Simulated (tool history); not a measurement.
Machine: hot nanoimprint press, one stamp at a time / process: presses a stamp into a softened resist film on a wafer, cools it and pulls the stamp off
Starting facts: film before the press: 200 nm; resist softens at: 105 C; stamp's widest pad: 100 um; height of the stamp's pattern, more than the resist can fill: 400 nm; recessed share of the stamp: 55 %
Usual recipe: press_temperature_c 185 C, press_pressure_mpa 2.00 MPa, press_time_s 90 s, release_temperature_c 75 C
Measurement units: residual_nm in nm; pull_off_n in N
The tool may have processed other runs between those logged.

run,day,press_temperature_c,press_pressure_mpa,press_time_s,release_temperature_c,residual_nm,pull_off_n
1,0.000,185,2.00,90,75,98.6,273
# day 1.300: stamp cleaned and given a new release coat
2,4.167,185,2.00,90,75,98.9,207
3,7.479,185,2.00,90,75,99.1,216
4,10.204,185,2.00,90,75,97.9,225
# day 10.525: plate thermocouple calibrated
5,12.133,185,2.00,90,75,97.2,229
6,15.042,180,1.39,177,75,114.4,242
7,17.829,185,3.18,58,75,87.8,246
8,21.429,185,3.18,58,75,87.4,272
# day 23.762: stamp cleaned and given a new release coat
9,24.450,185,1.38,86,75,116.8,196
10,27.308,185,2.00,56,75,110.6,208

Here are 3 independent what-if runs from the current tool condition. What would each one return?
A,29.208,185,2.00,175,75,?,?
B,29.208,177,2.05,56,77,?,?
C,29.208,185,3.13,90,63,?,?

run,residual_nm,pull_off_n
A,76.3,217
B,143.3,202
C,75.2,244
Without the tool's hidden state the same runs would have given:
run,residual_nm,pull_off_n
A,82.1,207
B,151.0,192
C,79.5,231
